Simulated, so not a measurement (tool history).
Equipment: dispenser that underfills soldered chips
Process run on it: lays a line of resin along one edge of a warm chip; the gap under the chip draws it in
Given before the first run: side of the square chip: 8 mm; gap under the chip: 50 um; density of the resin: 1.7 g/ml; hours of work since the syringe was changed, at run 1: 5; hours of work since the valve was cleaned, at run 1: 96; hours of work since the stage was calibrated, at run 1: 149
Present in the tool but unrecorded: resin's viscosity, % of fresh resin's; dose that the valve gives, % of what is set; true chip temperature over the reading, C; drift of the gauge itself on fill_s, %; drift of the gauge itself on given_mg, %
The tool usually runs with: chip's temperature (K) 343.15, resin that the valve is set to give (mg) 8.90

run	hour	chip's temperature (K)	resin that the valve is set to give (mg)	hours of work since the syringe was changed	hours of work since the valve was cleaned	hours of work since the stage was calibrated	time until the resin shows at the far edge (s)	resin that the valve gave (mg)
1	0.0	343.15	8.90	5	96	149	94.3	8.70
# hour 1.5: new syringe of resin
2	4.3	343.15	8.90	2	98	151	82.7	8.54
# hour 10.4: new syringe of resin
3	11.5	343.15	8.90	1	103	156	78.6	8.58
4	16.9	343.15	8.90	4	107	160	89.2	8.53
# hour 19.1: new syringe of resin
5	23.1	343.15	8.90	3	111	164	88.3	8.52
# hour 27.7: new syringe of resin
6	31.5	343.15	8.90	3	117	170	83.8	8.63
# hour 36.3: new syringe of resin
7	37.2	343.15	8.90	1	120	173	79.7	8.41
# hour 45.4: new syringe of resin
8	45.8	347.15	10.00	0	126	179	68.1	9.60
9	51.0	347.15	10.00	4	130	183	78.0	9.52
# hour 54.2: new syringe of resin
# hour 55.8: dispensing valve cleaned and set on the balance
10	57.9	341.15	10.97	2	1	187	86.9	10.96
# hour 63.8: new syringe of resin
11	65.1	337.15	9.24	1	6	191	96.0	9.24

What if the next run were any one of these 5? Each begins from the tool's condition after run 11:
A	70.8	343.15	7.88	5	10	195	?	?
B	70.8	356.15	9.75	5	10	195	?	?
C	70.8	332.15	10.93	5	10	195	?	?
D	70.8	329.15	10.54	5	10	195	?	?
E	70.8	352.15	11.41	5	10	195	?	?

run	time until the resin shows at the far edge (s)	resin that the valve gave (mg)
A	94.2	7.93
B	62.9	9.66
C	128.8	10.90
D	140.0	10.52
E	69.6	11.32
Stripped of hidden state, with their random variation kept, the same runs would have yielded:
run	time until the resin shows at the far edge (s)	resin that the valve gave (mg)
A	82.1	7.95
B	54.6	9.69
C	112.7	10.93
D	122.4	10.56
E	60.5	11.35
